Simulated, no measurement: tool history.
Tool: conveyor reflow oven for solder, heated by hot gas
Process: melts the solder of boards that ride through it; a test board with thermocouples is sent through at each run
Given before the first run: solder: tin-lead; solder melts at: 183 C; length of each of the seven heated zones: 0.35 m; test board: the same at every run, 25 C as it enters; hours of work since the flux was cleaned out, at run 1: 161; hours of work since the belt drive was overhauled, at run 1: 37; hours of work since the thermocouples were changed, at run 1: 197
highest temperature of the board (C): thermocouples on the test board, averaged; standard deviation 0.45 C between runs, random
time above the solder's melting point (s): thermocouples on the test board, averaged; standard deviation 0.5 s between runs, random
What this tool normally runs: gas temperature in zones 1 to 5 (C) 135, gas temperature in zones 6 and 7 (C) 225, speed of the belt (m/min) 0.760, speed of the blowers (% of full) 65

run	hour	gas temperature in zones 1 to 5 (C)	gas temperature in zones 6 and 7 (C)	speed of the belt (m/min)	speed of the blowers (% of full)	hours of work since the flux was cleaned out	hours of work since the belt drive was overhauled	hours of work since the thermocouples were changed	highest temperature of the board (C)	time above the solder's melting point (s)
1	0.0	135	225	0.760	65	161	37	197	199.0	25.8
2	7.0	135	225	0.760	65	164	41	200	198.9	24.8
# hour 19.6: flux residue cleaned out of gas plates and filters
3	20.9	135	237	0.760	65	1	45	204	210.3	34.9
4	32.6	135	237	0.760	65	6	50	210	210.5	34.1
5	41.1	135	237	0.760	65	10	54	213	209.1	35.2
6	50.5	149	225	0.760	65	14	58	218	204.3	34.4
7	57.8	135	225	0.760	65	18	62	221	200.4	26.5
8	70.6	135	225	0.760	65	24	68	227	200.5	26.5
9	79.7	149	225	0.760	65	28	72	231	204.2	34.5
10	87.2	149	225	0.760	65	31	75	235	204.1	33.4
11	95.8	149	225	0.760	65	35	79	239	203.7	33.5
12	101.3	135	233	0.760	59	38	82	241	204.1	29.1
13	110.2	133	236	0.717	84	42	86	245	217.0	42.4
14	120.5	143	218	0.734	72	47	91	250	200.0	30.5
15	127.4	143	218	0.734	72	50	94	253	200.2	30.2
# hour 132.3: belt drive overhauled, speed set with a stopwatch
16	142.6	143	218	0.734	72	55	5	258	200.3	29.7
17	155.2	143	218	0.734	89	61	11	264	203.8	35.7
# hour 166.6: belt drive overhauled, speed set with a stopwatch, once more
18	169.7	129	218	0.734	54	66	1	269	189.9	12.6
19	176.9	129	218	0.734	54	69	5	272	189.7	13.1
20	188.3	135	236	0.760	82	74	10	278	214.0	37.8

Run 21 comes next. What will it give?
21	198.8	135	236	0.867	82	79	15	282	?	?

For run 21 the tool returned highest temperature of the board (C) 208.5, time above the solder's melting point (s) 30.2.
The same run, on a tool lacking any hidden state, would have yielded highest temperature of the board (C) 210.6, time above the solder's melting point (s) 31.7.
